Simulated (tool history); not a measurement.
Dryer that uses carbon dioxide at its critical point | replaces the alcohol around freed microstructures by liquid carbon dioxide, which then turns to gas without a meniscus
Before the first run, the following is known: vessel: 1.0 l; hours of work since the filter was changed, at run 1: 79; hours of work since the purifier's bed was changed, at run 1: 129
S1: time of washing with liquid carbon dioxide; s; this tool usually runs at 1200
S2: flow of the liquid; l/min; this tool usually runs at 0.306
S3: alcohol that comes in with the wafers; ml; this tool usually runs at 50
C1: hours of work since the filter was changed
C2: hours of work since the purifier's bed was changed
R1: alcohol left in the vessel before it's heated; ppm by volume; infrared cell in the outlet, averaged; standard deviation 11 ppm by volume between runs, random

run 1 hour=0 | S1=1200 S2=0.306 S3=50 | C1=79 C2=129 | R1=771
run 2 hour=21.4 | S1=1200 S2=0.306 S3=50 | C1=86 C2=136 | R1=757
run 3 hour=50.7 | S1=1200 S2=0.379 S3=50 | C1=96 C2=146 | R1=297
run 4 hour=68.3 | S1=1200 S2=0.379 S3=50 | C1=102 C2=152 | R1=290
run 5 hour=96.4 | S1=1200 S2=0.306 S3=50 | C1=111 C2=162 | R1=797
run 6 hour=131.6 | S1=1200 S2=0.497 S3=50 | C1=123 C2=173 | R1=71
run 7 hour=169.9 | S1=1200 S2=0.472 S3=50 | C1=136 C2=186 | R1=97
run 8 hour=188.5 | S1=1200 S2=0.306 S3=99 | C1=142 C2=192 | R1=1588
run 9 hour=220.2 | S1=1200 S2=0.306 S3=99 | C1=153 C2=203 | R1=1598
run 10 hour=239.5 | S1=1200 S2=0.306 S3=99 | C1=159 C2=210 | R1=1652
run 11 hour=273.8 | S1=1200 S2=0.306 S3=99 | C1=171 C2=221 | R1=1662
run 12 hour=293.6 | S1=1200 S2=0.306 S3=50 | C1=178 C2=228 | R1=837
run 13 hour=309.9 | S1=1200 S2=0.306 S3=50 | C1=183 C2=233 | R1=839
run 14 hour=344.8 | S1=1200 S2=0.306 S3=50 | C1=195 C2=245 | R1=864
run 15 hour=382.6 | S1=1200 S2=0.306 S3=50 | C1=207 C2=258 | R1=865
run 16 hour=418.5 | S1=1200 S2=0.306 S3=50 | C1=219 C2=270 | R1=869
run 17 hour=446 | S1=1200 S2=0.306 S3=50 | C1=229 C2=279 | R1=911
run 18 hour=462.5 | S1=1200 S2=0.306 S3=50 | C1=234 C2=284 | R1=934
run 19 hour=480.7 | S1=1200 S2=0.306 S3=50 | C1=240 C2=290 | R1=913
run 20 hour=497.1 | S1=1200 S2=0.306 S3=34 | C1=246 C2=296 | R1=631
run 21 hour=524.9 | S1=1200 S2=0.306 S3=34 | C1=255 C2=305 | R1=623
run 22 hour=563.5 | S1=1200 S2=0.306 S3=50 | C1=268 C2=318 | R1=956
run 23 hour=580.2 | S1=720 S2=0.42 S3=31 | C1=274 C2=324 | R1=1146
run 24 hour=607.8 | S1=720 S2=0.255 S3=31 | C1=283 C2=333 | R1=4250
run 25 hour=633.9 | S1=1440 S2=0.306 S3=50 | C1=292 C2=342 | R1=442
run 26 hour=671.6 | S1=1440 S2=0.306 S3=50 | C1=304 C2=354 | R1=457
run 27 hour=697.3 | S1=1440 S2=0.306 S3=50 | C1=313 C2=363 | R1=468
run 28 hour=713 | S1=1260 S2=0.232 S3=72 | C1=318 C2=368 | R1=3194
run 29 hour=751.4 | S1=1920 S2=0.191 S3=50 | C1=331 C2=381 | R1=998
run 30 hour=768 | S1=1920 S2=0.191 S3=50 | C1=337 C2=387 | R1=1047
run 31 hour=785.6 | S1=1140 S2=0.208 S3=43 | C1=342 C2=393 | R1=3405
run 32 hour=823.4 | S1=1140 S2=0.278 S3=101 | C1=355 C2=405 | R1=3477
run 33 hour=847.4 | S1=1860 S2=0.206 S3=50 | C1=363 C2=413 | R1=890
run 34 hour=869.5 | S1=960 S2=0.427 S3=23 | C1=371 C2=421 | R1=311
run 35 hour=901.2 | S1=1020 S2=0.427 S3=67 | C1=381 C2=431 | R1=693
run 36 hour=925.5 | S1=720 S2=0.243 S3=67 | C1=389 C2=439 | R1=10431
run 37 hour=959.2 | S1=1200 S2=0.303 S3=25 | C1=401 C2=451 | R1=596
run 38 hour=996.5 | S1=900 S2=0.253 S3=50 | C1=413 C2=463 | R1=4620
run 39 hour=1027.4 | S1=1260 S2=0.303 S3=23 | C1=423 C2=474 | R1=463
run 40 hour=1045 | S1=1260 S2=0.303 S3=23 | C1=429 C2=480 | R1=458
-- hour=1071.8 inlet filter changed
run 41 hour=1079.9 | S1=1620 S2=0.227 S3=70 | C1=3 C2=491 | R1=969
run 42 hour=1102.9 | S1=1200 S2=0.217 S3=49 | C1=10 C2=499 | R1=2431
run 43 hour=1132.8 | S1=1200 S2=0.217 S3=49 | C1=20 C2=509 | R1=2360
run 44 hour=1162.2 | S1=1200 S2=0.217 S3=39 | C1=30 C2=518 | R1=1857

Describe how what the log doesn't record of the tool's condition differs between the last listed run preceding each entry between runs and the first listed run following it.
After run 40, before run 41: inlet filter changed (hour 1071.8)
  flow that reaches the vessel past the clogged filter, %: 88.7 -> 99.9; alcohol in the recycled carbon dioxide, ppm: 35.9 -> 36.7
  the result without the hidden state subtracted from the measured one, R1: +198 -> +37 ppm by volume
